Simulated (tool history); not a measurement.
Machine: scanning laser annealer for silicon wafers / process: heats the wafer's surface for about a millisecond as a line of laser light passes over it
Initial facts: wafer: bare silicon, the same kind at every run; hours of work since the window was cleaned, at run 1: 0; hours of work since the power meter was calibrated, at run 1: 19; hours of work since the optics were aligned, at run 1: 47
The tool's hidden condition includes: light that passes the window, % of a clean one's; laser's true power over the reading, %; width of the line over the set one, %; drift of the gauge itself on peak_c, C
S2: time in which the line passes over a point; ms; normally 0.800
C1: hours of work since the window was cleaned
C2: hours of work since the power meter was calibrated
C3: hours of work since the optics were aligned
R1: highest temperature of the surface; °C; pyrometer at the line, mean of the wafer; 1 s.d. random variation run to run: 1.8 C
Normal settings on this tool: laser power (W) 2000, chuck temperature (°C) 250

{"run": 1, "hour": 0.0, "laser power (W)": 2000, "S2": 0.8, "chuck temperature (°C)": 250, "C1": 0, "C2": 19, "C3": 47, "R1": 995}
{"run": 2, "hour": 14.3, "laser power (W)": 2000, "S2": 0.8, "chuck temperature (°C)": 250, "C1": 9, "C2": 28, "C3": 56, "R1": 993}
{"run": 3, "hour": 35.5, "laser power (W)": 2000, "S2": 0.8, "chuck temperature (°C)": 250, "C1": 22, "C2": 41, "C3": 70, "R1": 992}
{"run": 4, "hour": 51.4, "laser power (W)": 2000, "S2": 0.8, "chuck temperature (°C)": 250, "C1": 33, "C2": 52, "C3": 80, "R1": 988}
{"run": 5, "hour": 78.0, "laser power (W)": 2000, "S2": 0.8, "chuck temperature (°C)": 250, "C1": 49, "C2": 68, "C3": 96, "R1": 993}
{"run": 6, "hour": 95.5, "laser power (W)": 2000, "S2": 0.8, "chuck temperature (°C)": 250, "C1": 60, "C2": 79, "C3": 108, "R1": 992}
{"run": 7, "hour": 121.3, "laser power (W)": 2000, "S2": 0.888, "chuck temperature (°C)": 250, "C1": 77, "C2": 96, "C3": 124, "R1": 1030}
{"run": 8, "hour": 136.1, "laser power (W)": 2029, "S2": 0.8, "chuck temperature (°C)": 250, "C1": 86, "C2": 105, "C3": 133, "R1": 1001}
{"run": 9, "hour": 161.0, "laser power (W)": 2017, "S2": 0.8, "chuck temperature (°C)": 250, "C1": 102, "C2": 121, "C3": 149, "R1": 998}
{"run": 10, "hour": 178.7, "laser power (W)": 2000, "S2": 0.8, "chuck temperature (°C)": 250, "C1": 113, "C2": 132, "C3": 160, "R1": 991}
{"run": 11, "hour": 203.6, "laser power (W)": 2142, "S2": 0.8, "chuck temperature (°C)": 250, "C1": 129, "C2": 148, "C3": 176, "R1": 1053}
{"run": 12, "hour": 219.0, "laser power (W)": 2142, "S2": 0.8, "chuck temperature (°C)": 250, "C1": 139, "C2": 158, "C3": 186, "R1": 1049}
{"run": 13, "hour": 245.0, "laser power (W)": 2000, "S2": 0.8, "chuck temperature (°C)": 250, "C1": 155, "C2": 174, "C3": 202, "R1": 988}
{"run": 14, "hour": 260.5, "laser power (W)": 2000, "S2": 0.8, "chuck temperature (°C)": 250, "C1": 165, "C2": 184, "C3": 212, "R1": 986}
{"run": 15, "hour": 281.7, "laser power (W)": 2000, "S2": 0.8, "chuck temperature (°C)": 250, "C1": 178, "C2": 197, "C3": 225, "R1": 984}
{"run": 16, "hour": 296.0, "laser power (W)": 2000, "S2": 0.8, "chuck temperature (°C)": 250, "C1": 187, "C2": 206, "C3": 235, "R1": 988}
{"run": 17, "hour": 313.4, "laser power (W)": 2000, "S2": 0.8, "chuck temperature (°C)": 218, "C1": 198, "C2": 217, "C3": 246, "R1": 951}
{"run": 18, "hour": 327.8, "laser power (W)": 2000, "S2": 0.8, "chuck temperature (°C)": 218, "C1": 208, "C2": 227, "C3": 255, "R1": 955}
{"run": 19, "hour": 352.1, "laser power (W)": 2000, "S2": 0.8, "chuck temperature (°C)": 218, "C1": 223, "C2": 242, "C3": 270, "R1": 952}
{"run": 20, "hour": 366.8, "laser power (W)": 2000, "S2": 0.8, "chuck temperature (°C)": 218, "C1": 232, "C2": 251, "C3": 279, "R1": 950}
{"run": 21, "hour": 385.1, "laser power (W)": 2000, "S2": 0.8, "chuck temperature (°C)": 250, "C1": 244, "C2": 263, "C3": 291, "R1": 982}
{"run": 22, "hour": 400.1, "laser power (W)": 1993, "S2": 0.613, "chuck temperature (°C)": 250, "C1": 253, "C2": 272, "C3": 300, "R1": 899}
{"run": 23, "hour": 426.2, "laser power (W)": 2129, "S2": 0.617, "chuck temperature (°C)": 232, "C1": 270, "C2": 289, "C3": 317, "R1": 934}
{"run": 24, "hour": 439.5, "laser power (W)": 2175, "S2": 0.617, "chuck temperature (°C)": 219, "C1": 278, "C2": 297, "C3": 325, "R1": 939}
{"run": 25, "hour": 457.8, "laser power (W)": 2175, "S2": 0.638, "chuck temperature (°C)": 219, "C1": 290, "C2": 309, "C3": 337, "R1": 945}
{"run": 26, "hour": 481.0, "laser power (W)": 2175, "S2": 0.638, "chuck temperature (°C)": 219, "C1": 305, "C2": 324, "C3": 352, "R1": 946}
{"run": 27, "hour": 493.3, "laser power (W)": 2175, "S2": 0.638, "chuck temperature (°C)": 219, "C1": 312, "C2": 331, "C3": 359, "R1": 949}
{"run": 28, "hour": 516.5, "laser power (W)": 2175, "S2": 0.607, "chuck temperature (°C)": 269, "C1": 327, "C2": 346, "C3": 374, "R1": 978}
{"run": 29, "hour": 535.2, "laser power (W)": 2175, "S2": 0.607, "chuck temperature (°C)": 269, "C1": 339, "C2": 358, "C3": 386, "R1": 973}
{"run": 30, "hour": 549.9, "laser power (W)": 1738, "S2": 0.873, "chuck temperature (°C)": 250, "C1": 348, "C2": 367, "C3": 395, "R1": 890}
{"run": 31, "hour": 566.0, "laser power (W)": 1801, "S2": 0.68, "chuck temperature (°C)": 220, "C1": 358, "C2": 377, "C3": 406, "R1": 812}
{"run": 32, "hour": 583.3, "laser power (W)": 2193, "S2": 0.693, "chuck temperature (°C)": 214, "C1": 369, "C2": 388, "C3": 416, "R1": 972}
{"run": 33, "hour": 598.6, "laser power (W)": 2193, "S2": 0.693, "chuck temperature (°C)": 214, "C1": 379, "C2": 398, "C3": 426, "R1": 975}
{"run": 34, "hour": 618.0, "laser power (W)": 1840, "S2": 0.8, "chuck temperature (°C)": 240, "C1": 391, "C2": 410, "C3": 438, "R1": 896}
{"run": 35, "hour": 635.1, "laser power (W)": 1838, "S2": 0.842, "chuck temperature (°C)": 241, "C1": 402, "C2": 421, "C3": 449, "R1": 909}
{"run": 36, "hour": 652.3, "laser power (W)": 1838, "S2": 0.842, "chuck temperature (°C)": 253, "C1": 413, "C2": 432, "C3": 460, "R1": 919}
{"run": 37, "hour": 667.9, "laser power (W)": 1838, "S2": 0.621, "chuck temperature (°C)": 248, "C1": 423, "C2": 442, "C3": 470, "R1": 832}
{"run": 38, "hour": 686.9, "laser power (W)": 1975, "S2": 0.8, "chuck temperature (°C)": 250, "C1": 435, "C2": 454, "C3": 482, "R1": 959}
{"run": 39, "hour": 709.1, "laser power (W)": 1975, "S2": 0.8, "chuck temperature (°C)": 250, "C1": 449, "C2": 468, "C3": 496, "R1": 961}
{"run": 40, "hour": 729.0, "laser power (W)": 1995, "S2": 0.988, "chuck temperature (°C)": 250, "C1": 462, "C2": 481, "C3": 509, "R1": 1037}
{"run": 41, "hour": 752.4, "laser power (W)": 1995, "S2": 0.639, "chuck temperature (°C)": 242, "C1": 476, "C2": 495, "C3": 524, "R1": 890}

Predict each of these 3 candidate next runs independently; none follows another, all start after run 41:
{"run": "A", "hour": 763.9, "laser power (W)": 1995, "S2": 0.659, "chuck temperature (°C)": 249, "C1": 484, "C2": 503, "C3": 531, "R1": "?"}
{"run": "B", "hour": 763.9, "laser power (W)": 2000, "S2": 0.8, "chuck temperature (°C)": 270, "C1": 484, "C2": 503, "C3": 531, "R1": "?"}
{"run": "C", "hour": 763.9, "laser power (W)": 2000, "S2": 0.714, "chuck temperature (°C)": 250, "C1": 484, "C2": 503, "C3": 531, "R1": "?"}

run=A R1=906
run=B R1=988
run=C R1=933
Had the tool no hidden state, the same runs would have come out as:
run=A R1=934
run=B R1=1019
run=C R1=962
